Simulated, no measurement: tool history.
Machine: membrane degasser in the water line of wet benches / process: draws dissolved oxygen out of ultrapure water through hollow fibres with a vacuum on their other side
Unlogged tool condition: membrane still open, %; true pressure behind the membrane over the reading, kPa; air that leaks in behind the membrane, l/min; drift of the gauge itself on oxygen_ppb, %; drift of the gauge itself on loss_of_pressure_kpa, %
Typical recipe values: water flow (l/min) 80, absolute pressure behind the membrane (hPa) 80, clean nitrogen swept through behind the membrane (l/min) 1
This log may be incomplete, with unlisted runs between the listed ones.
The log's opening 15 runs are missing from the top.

run	hour	water flow (l/min)	absolute pressure behind the membrane (hPa)	clean nitrogen swept through behind the membrane (l/min)	hours since the membrane was changed	hours since the vacuum gauge was calibrated	hours since the vacuum lines were made tight	dissolved oxygen in the water behind the degasser (ppb)	pressure that the water loses in the fibres (hPa)
16	865.1	80	80	0.88	2974	5646	2568	916.7	524.6
17	912.6	80	130	0.8	3022	5693	2615	1556.8	530.6
18	949.5	115	180.9	2.72	3059	5730	2652	1423.5	754.2
19	1004	75	80	0.5	3113	5785	2706	1114.3	492.1
20	1061	67	92.1	0.48	3170	5842	2763	1244.5	442.9
21	1133.1	80	59	0.83	3242	5914	2836	665.8	522.8
22	1212.9	80	59	0.83	3322	5993	2915	667.6	523.5
23	1276.1	79	119.8	0.65	3385	6057	2978	1572.7	515.5
24	1334.4	119	128.9	0.7	3444	6115	3037	2130.1	781.8
25	1400.6	119	128.9	0.7	3510	6181	3103	2109.6	786.7
26	1455.5	119	128.9	0.7	3565	6236	3158	2130.2	784.9
27	1502.5	80	185.1	1	3612	6283	3205	1927.4	528.3
28	1569.6	80	185.1	1	3679	6350	3272	1945.4	524.8
29	1631.9	80	185.1	1	3741	6412	3334	1933.2	529.9
30	1697.2	80	185.1	1	3807	6478	3400	1920	528.4
31	1753.5	59	185.1	2.67	3863	6534	3456	828.8	390.9

Each row is a separate what-if for the run after 31, all from the same tool condition, not one after another. Results?
A	1827.4	62	185.1	2.67	3937	6608	3530	?	?
B	1827.4	49	151.7	0.72	3937	6608	3530	?	?
C	1827.4	59	199.8	1.26	3937	6608	3530	?	?
D	1827.4	69	162.2	1.77	3937	6608	3530	?	?
E	1827.4	75	80	1	3937	6608	3530	?	?

run	dissolved oxygen in the water behind the degasser (ppb)	pressure that the water loses in the fibres (hPa)
A	877.5	411.3
B	1371.8	326.1
C	1449.8	390.7
D	1110.6	451.1
E	817.4	494.6
What these runs would have given with no unlogged condition in the tool:
run	dissolved oxygen in the water behind the degasser (ppb)	pressure that the water loses in the fibres (hPa)
A	845.7	401.7
B	1326.9	318.5
C	1411.2	381.6
D	1069.9	440.5
E	755.1	483
